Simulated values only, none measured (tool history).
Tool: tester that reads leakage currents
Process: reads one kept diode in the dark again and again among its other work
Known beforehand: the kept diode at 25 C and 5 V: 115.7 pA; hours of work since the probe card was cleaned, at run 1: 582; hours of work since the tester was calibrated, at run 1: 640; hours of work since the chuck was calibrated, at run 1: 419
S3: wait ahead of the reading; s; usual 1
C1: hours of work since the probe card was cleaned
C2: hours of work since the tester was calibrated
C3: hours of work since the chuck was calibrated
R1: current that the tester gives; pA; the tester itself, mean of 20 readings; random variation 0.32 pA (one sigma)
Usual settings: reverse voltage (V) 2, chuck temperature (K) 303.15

Run 1, day 0: usual settings; C1 582; C2 640; C3 419. Result: R1 105.36 pA.
Run 2, day 1.475: usual settings but chuck temperature (K) 307.15; C1 603; C2 661; C3 440. Result: R1 142.93 pA.
Run 3, day 3.454: usual settings but chuck temperature (K) 307.15; C1 632; C2 690; C3 469. Result: R1 143.9 pA.
Run 4, day 5.096: usual settings but chuck temperature (K) 307.15; C1 656; C2 714; C3 492. Result: R1 142.57 pA.
Run 5, day 7.654: usual settings but reverse voltage (V) 2.36; C1 693; C2 751; C3 529. Result: R1 114.76 pA.
Run 6, day 9.938: usual settings but reverse voltage (V) 2.36; C1 726; C2 784; C3 563. Result: R1 115.13 pA.
Run 7, day 12.258: usual settings but reverse voltage (V) 18.35, chuck temperature (K) 325.15, S3 0.68 s; C1 759; C2 817; C3 596. Result: R1 1768.68 pA.
Run 8, day 14.188: usual settings but chuck temperature (K) 310.15, S3 0.34 s; C1 787; C2 845; C3 624. Result: R1 180.34 pA.
Run 9, day 16.646: usual settings but chuck temperature (K) 310.15, S3 0.82 s; C1 823; C2 881; C3 660. Result: R1 177.66 pA.
Run 10, day 18.767: usual settings but S3 1.5 s; C1 854; C2 912; C3 690. Result: R1 104.68 pA.
Run 11, day 20.75: usual settings but S3 2.2 s; C1 882; C2 940; C3 719. Result: R1 104.63 pA.
Run 12, day 22.158: usual settings but reverse voltage (V) 17.37, chuck temperature (K) 316.15, S3 4.14 s; C1 903; C2 961; C3 740. Result: R1 910.33 pA.

What would each run have given without the hidden state, its run-to-run variation left as it was?
The tool's hidden condition here consists of: stray current of the dirty probe card, pA a volt; current scale over the true one, %; true chuck temperature over the reading, C; drift of the gauge itself on leakage_pa, %.
run       R1
  1   105.38
  2   142.97
  3   143.94
  4   142.61
  5   114.79
  6   115.16
  7  1769.27
  8   180.41
  9   177.73
 10   104.71
 11   104.66
 12   910.62

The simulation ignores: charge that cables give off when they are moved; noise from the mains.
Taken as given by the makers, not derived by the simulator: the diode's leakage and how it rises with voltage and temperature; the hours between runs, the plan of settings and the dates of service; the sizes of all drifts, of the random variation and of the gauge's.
